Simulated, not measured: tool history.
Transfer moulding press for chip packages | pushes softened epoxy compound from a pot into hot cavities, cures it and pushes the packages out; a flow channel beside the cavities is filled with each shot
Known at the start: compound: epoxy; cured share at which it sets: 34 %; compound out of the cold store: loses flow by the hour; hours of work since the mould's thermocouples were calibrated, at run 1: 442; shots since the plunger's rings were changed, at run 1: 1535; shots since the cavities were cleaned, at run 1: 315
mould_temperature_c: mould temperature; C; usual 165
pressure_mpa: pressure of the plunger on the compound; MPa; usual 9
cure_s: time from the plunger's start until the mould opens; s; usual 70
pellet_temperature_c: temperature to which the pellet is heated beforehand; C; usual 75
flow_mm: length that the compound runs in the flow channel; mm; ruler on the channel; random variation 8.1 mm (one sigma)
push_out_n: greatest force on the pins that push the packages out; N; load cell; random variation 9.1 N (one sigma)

run,hour,mould_temperature_c,pressure_mpa,cure_s,pellet_temperature_c,hours of work since the mould's thermocouples were calibrated,shots since the plunger's rings were changed,shots since the cavities were cleaned,incoming compound's hours out of the cold store,flow_mm,push_out_n
1,0,165,9,70,75,442,1535,315,16.1,1000,699
# hour 17.9: cavities cleaned with cleaning compound and waxed
2,18.8,165,9,70,75,454,1795,12,31.4,925,903
3,39.1,164,9,70,75,469,2102,319,47.8,843,963
# hour 55.6: cavities cleaned with cleaning compound and waxed
4,60.4,165,9,70,75,483,2402,73,21.4,952,544
5,78,165,9,70,75,495,2667,338,35.8,883,678
# hour 93.6: cavities cleaned with cleaning compound and waxed
6,103.4,165,9,70,75,512,3028,148,36.5,877,554
# hour 114.8: cavities cleaned with cleaning compound and waxed, once more
# hour 118.6: plunger's sealing rings changed
7,131.1,165,9,70,75,528,189,208,11.1,1045,639
# hour 155.7: cavities cleaned with cleaning compound and waxed
8,157.6,165,10.97,70,75,546,567,29,19.5,1092,505
9,183.1,165,10.97,70,75,564,950,412,34.4,1015,672
# hour 193.5: cavities cleaned with cleaning compound and waxed
10,205.2,165,10.97,70,75,578,1262,176,16.3,1097,637
11,216.4,165,10.97,70,75,586,1431,345,11.6,1121,743
# hour 231.6: cavities cleaned with cleaning compound and waxed
12,232.3,165,10.39,70,75,596,1648,10,23.8,1022,484
13,249.3,165,10.39,70,75,608,1906,268,11.5,1075,700
# hour 269.7: cavities cleaned with cleaning compound and waxed
14,275.8,165,10.39,70,75,626,2283,92,34.7,977,525
15,291.3,165,10.39,70,75,637,2517,326,43.2,924,638
16,303.6,165,10.39,70,75,645,2702,511,25.8,988,759
# hour 307.4: cavities cleaned with cleaning compound and waxed
17,318.9,162,10.39,70,68,655,2910,173,45.2,907,695
# hour 339.9: plunger's sealing rings changed
18,345.5,167,9.23,70,73,672,84,537,27.3,982,728
# hour 348.4: cavities cleaned with cleaning compound and waxed
19,358,165,9,57,75,680,251,147,24.8,981,982
# hour 378.4: mould's thermocouples calibrated
20,380.7,165,9,56,75,2,563,459,47.8,871,1083
# hour 387.9: cavities cleaned with cleaning compound and waxed
21,395.7,165,9,56,75,11,766,117,11.3,1031,983
22,417.1,165,9,56,75,26,1089,440,31.9,922,1196

5 ways to go on from here, each from the tool as it stands after run 22. What would each give?
# hour 426.9: cavities cleaned with cleaning compound and waxed
A,443.2,172,9,70,75,43,1461,246,38.5,?,?
# hour 426.9: cavities cleaned with cleaning compound and waxed
B,443.2,169,8.2,56,77,43,1461,246,10.1,?,?
# hour 426.9: cavities cleaned with cleaning compound and waxed
C,443.2,165,7.74,56,78,43,1461,246,22.1,?,?
# hour 426.9: cavities cleaned with cleaning compound and waxed
D,443.2,165,10.71,70,75,43,1461,246,34.8,?,?
# hour 426.9: cavities cleaned with cleaning compound and waxed
E,443.2,165,9,56,72,43,1461,246,23.3,?,?

run,flow_mm,push_out_n
A,874,436
B,963,810
C,901,1029
D,1008,594
E,959,1041
Without the tool's hidden state the same runs would have given:
run,flow_mm,push_out_n
A,901,318
B,993,579
C,930,737
D,1039,425
E,989,743
